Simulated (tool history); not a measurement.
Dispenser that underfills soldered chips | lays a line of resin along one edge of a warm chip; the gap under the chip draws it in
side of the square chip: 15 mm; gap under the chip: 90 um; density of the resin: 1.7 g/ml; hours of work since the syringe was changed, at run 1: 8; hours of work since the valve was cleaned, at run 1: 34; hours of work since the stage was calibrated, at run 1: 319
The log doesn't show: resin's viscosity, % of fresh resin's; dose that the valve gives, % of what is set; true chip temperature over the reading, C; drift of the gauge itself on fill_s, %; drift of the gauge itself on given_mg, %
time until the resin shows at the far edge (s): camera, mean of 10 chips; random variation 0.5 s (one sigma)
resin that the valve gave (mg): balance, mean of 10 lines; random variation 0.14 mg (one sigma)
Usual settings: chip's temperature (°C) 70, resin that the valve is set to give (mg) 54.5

run   hour  chip's temperature (°C)  resin that the valve is set to give (mg)  hours of work since the syringe was changed  hours of work since the valve was cleaned  hours of work since the stage was calibrated  time until the resin shows at the far edge (s)  resin that the valve gave (mg)
  1    0.0                       70                                      54.5                                            8                                         34                                           319                                            85.9                           54.01
       6.0  -- new syringe of resin
  2   15.8                       70                                      69.4                                            7                                         45                                           329                                            73.3                           68.53
  3   22.3                       70                                      69.4                                           11                                         49                                           334                                           100.8                           68.21
      23.6  -- new syringe of resin
  4   32.4                       70                                      54.5                                            6                                         56                                           340                                            73.0                           53.47
      34.5  -- dispensing valve cleaned and set on the balance
  5   40.4                       70                                      54.5                                           11                                          4                                           345                                           104.6                           54.23
      42.5  -- new syringe of resin
  6   56.1                       70                                      54.5                                            9                                         14                                           355                                            89.8                           54.29
      60.3  -- new syringe of resin
  7   69.4                       70                                      54.5                                            6                                         23                                           364                                            71.8                           53.98
      78.6  -- new syringe of resin
  8   80.0                       70                                      54.5                                            1                                         30                                           371                                            49.0                           54.02
  9   93.8                       62                                      54.5                                           10                                         40                                           381                                           154.0                           53.59
      96.1  -- new syringe of resin
 10  102.3                       62                                      54.5                                            4                                         45                                           386                                            98.9                           53.57
     114.0  -- new syringe of resin
 11  114.8                       62                                      54.5                                            1                                         53                                           394                                            75.0                           53.29
     120.1  -- dispensing valve cleaned and set on the balance
 12  124.2                       62                                      54.5                                            6                                          3                                           400                                           114.3                           54.34
     132.4  -- new syringe of resin
     135.9  -- stage's temperature calibrated
 13  141.3                       62                                      54.5                                            5                                         14                                             4                                            90.5                           54.02
     151.1  -- new syringe of resin
 14  155.6                       62                                      54.5                                            3                                         23                                            13                                            80.2                           53.98
     168.6  -- new syringe of resin
 15  170.8                       62                                      54.5                                            1                                         33                                            23                                            69.6                           54.20
 16  179.5                       62                                      54.5                                            7                                         39                                            29                                           109.7                           53.76
     185.9  -- new syringe of resin
 17  195.7                       62                                      54.5                                            7                                         50                                            40                                           106.9                           53.55
     204.4  -- new syringe of resin
 18  205.0                       62                                      54.5                                            0                                         56                                            46                                            64.7                           53.66
     207.4  -- dispensing valve cleaned and set on the balance
 19  214.8                       71                                      70.5                                            6                                          5                                            52                                            61.2                           70.28
     223.0  -- new syringe of resin
 20  229.7                       72                                      64.9                                            5                                         15                                            62                                            51.8                           64.76
     240.7  -- new syringe of resin
 21  244.5                       72                                      64.9                                            3                                         25                                            72                                            43.9                           64.69
 22  255.7                       84                                      67.2                                           10                                         32                                            79                                            42.2                           66.52
     258.9  -- new syringe of resin
 23  263.6                       61                                      54.8                                            3                                         37                                            84                                            85.2                           54.22
     276.3  -- new syringe of resin
 24  276.6                       71                                      56.8                                            0                                         46                                            93                                            39.6                           56.09
 25  290.7                       71                                      56.8                                           10                                         56                                           103                                            82.3                           56.12
     292.6  -- dispensing valve cleaned and set on the balance
     295.1  -- new syringe of resin
 26  304.4                       71                                      56.8                                            6                                          8                                           111                                            62.9                           56.88
     312.9  -- new syringe of resin
 27  313.2                       78                                      55.1                                            0                                         14                                           117                                            26.6                           54.68
 28  323.1                       78                                      55.1                                            7                                         20                                           123                                            45.3                           54.61
     330.7  -- new syringe of resin
 29  336.4                       70                                      64.2                                            4                                         29                                           132                                            55.6                           63.46
     348.2  -- new syringe of resin
 30  352.5                       70                                      64.2                                            3                                         40                                           143                                            51.7                           63.51
 31  364.7                       65                                      55.1                                           11                                         48                                           151                                           128.4                           54.04
     366.2  -- new syringe of resin
     379.0  -- dispensing valve cleaned and set on the balance
 32  381.5                       65                                      55.1                                           10                                          2                                           162                                           117.2                           55.13
     385.1  -- new syringe of resin
 33  390.2                       65                                      55.1                                            3                                          7                                           167                                            71.1                           55.15
 34  400.1                       81                                      58.1                                           10                                         14                                           174                                            50.5                           58.01
     403.2  -- new syringe of resin
 35  410.0                       72                                      58.1                                            5                                         21                                           181                                            53.8                           57.75

3 ways to go on from here, each from the tool as it stands after run 35. What would each give?
     421.5  -- new syringe of resin
  A  422.4                       80                                      58.1                                            1                                         29                                           189                                               ?                               ?
     421.5  -- new syringe of resin
  B  422.4                       56                                      56.4                                            1                                         29                                           189                                               ?                               ?
     421.5  -- new syringe of resin
  C  422.4                       56                                      60.9                                            1                                         29                                           189                                               ?                               ?

run  time until the resin shows at the far edge (s)  resin that the valve gave (mg)
  A                                            26.3                           57.60
  B                                            96.8                           56.14
  C                                            95.5                           60.39
Without the tool's hidden state the same runs would have given:
run  time until the resin shows at the far edge (s)  resin that the valve gave (mg)
  A                                            23.5                           57.97
  B                                            85.5                           56.49
  C                                            84.4                           60.77
